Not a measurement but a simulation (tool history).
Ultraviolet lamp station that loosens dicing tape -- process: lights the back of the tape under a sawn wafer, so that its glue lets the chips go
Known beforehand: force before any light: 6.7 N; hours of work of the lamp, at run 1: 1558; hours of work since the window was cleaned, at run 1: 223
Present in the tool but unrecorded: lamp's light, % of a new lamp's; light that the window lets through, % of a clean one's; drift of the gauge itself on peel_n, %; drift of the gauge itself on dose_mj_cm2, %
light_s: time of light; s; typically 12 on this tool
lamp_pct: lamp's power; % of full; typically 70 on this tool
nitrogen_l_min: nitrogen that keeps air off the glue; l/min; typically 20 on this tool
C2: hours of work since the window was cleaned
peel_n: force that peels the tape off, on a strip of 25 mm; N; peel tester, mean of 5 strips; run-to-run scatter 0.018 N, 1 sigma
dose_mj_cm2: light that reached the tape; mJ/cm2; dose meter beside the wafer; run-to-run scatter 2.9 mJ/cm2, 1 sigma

run 1 hour=0 | light_s=12 lamp_pct=70 nitrogen_l_min=20 | hours_of_work_of_the_lamp=1558 C2=223 | peel_n=1.464 dose_mj_cm2=313
run 2 hour=45.3 | light_s=12 lamp_pct=70 nitrogen_l_min=20 | hours_of_work_of_the_lamp=1589 C2=254 | peel_n=1.395 dose_mj_cm2=312
run 3 hour=86 | light_s=12 lamp_pct=70 nitrogen_l_min=30 | hours_of_work_of_the_lamp=1616 C2=281 | peel_n=1.229 dose_mj_cm2=302
run 4 hour=141.5 | light_s=12 lamp_pct=70 nitrogen_l_min=30 | hours_of_work_of_the_lamp=1653 C2=318 | peel_n=1.273 dose_mj_cm2=301
run 5 hour=189.5 | light_s=12 lamp_pct=70 nitrogen_l_min=20 | hours_of_work_of_the_lamp=1685 C2=350 | peel_n=1.526 dose_mj_cm2=297
run 6 hour=263.3 | light_s=12 lamp_pct=70 nitrogen_l_min=20 | hours_of_work_of_the_lamp=1734 C2=399 | peel_n=1.598 dose_mj_cm2=286
run 7 hour=297.7 | light_s=12 lamp_pct=70 nitrogen_l_min=20 | hours_of_work_of_the_lamp=1757 C2=422 | peel_n=1.577 dose_mj_cm2=287
run 8 hour=343.4 | light_s=9 lamp_pct=97 nitrogen_l_min=26 | hours_of_work_of_the_lamp=1788 C2=453 | peel_n=1.385 dose_mj_cm2=294
run 9 hour=415.5 | light_s=9 lamp_pct=85 nitrogen_l_min=26 | hours_of_work_of_the_lamp=1836 C2=501 | peel_n=1.72 dose_mj_cm2=247
-- hour=451.2 window cleaned of glue's vapour
run 10 hour=455.3 | light_s=9 lamp_pct=85 nitrogen_l_min=26 | hours_of_work_of_the_lamp=1862 C2=3 | peel_n=1.467 dose_mj_cm2=285
run 11 hour=494.1 | light_s=9 lamp_pct=85 nitrogen_l_min=26 | hours_of_work_of_the_lamp=1888 C2=29 | peel_n=1.486 dose_mj_cm2=285
-- hour=509.4 lamp changed
run 12 hour=553.2 | light_s=22 lamp_pct=85 nitrogen_l_min=37 | hours_of_work_of_the_lamp=29 C2=67 | peel_n=0.207 dose_mj_cm2=922
run 13 hour=588.8 | light_s=22 lamp_pct=69 nitrogen_l_min=37 | hours_of_work_of_the_lamp=53 C2=91 | peel_n=0.258 dose_mj_cm2=738

3 options for the next run, each taken on its own from the tool as it stands now. Forecast them:
run A hour=656.4 | light_s=12 lamp_pct=70 nitrogen_l_min=22 | hours_of_work_of_the_lamp=98 C2=136 | peel_n=? dose_mj_cm2=?
run B hour=656.4 | light_s=10 lamp_pct=69 nitrogen_l_min=37 | hours_of_work_of_the_lamp=98 C2=136 | peel_n=? dose_mj_cm2=?
run C hour=656.4 | light_s=18 lamp_pct=70 nitrogen_l_min=20 | hours_of_work_of_the_lamp=98 C2=136 | peel_n=? dose_mj_cm2=?

run=A peel_n=0.893 dose_mj_cm2=404
run=B peel_n=0.988 dose_mj_cm2=332
run=C peel_n=0.453 dose_mj_cm2=604
Without the tool's unlogged condition, the same runs would have read:
run=A peel_n=0.816 dose_mj_cm2=425
run=B peel_n=0.906 dose_mj_cm2=349
run=C peel_n=0.414 dose_mj_cm2=636
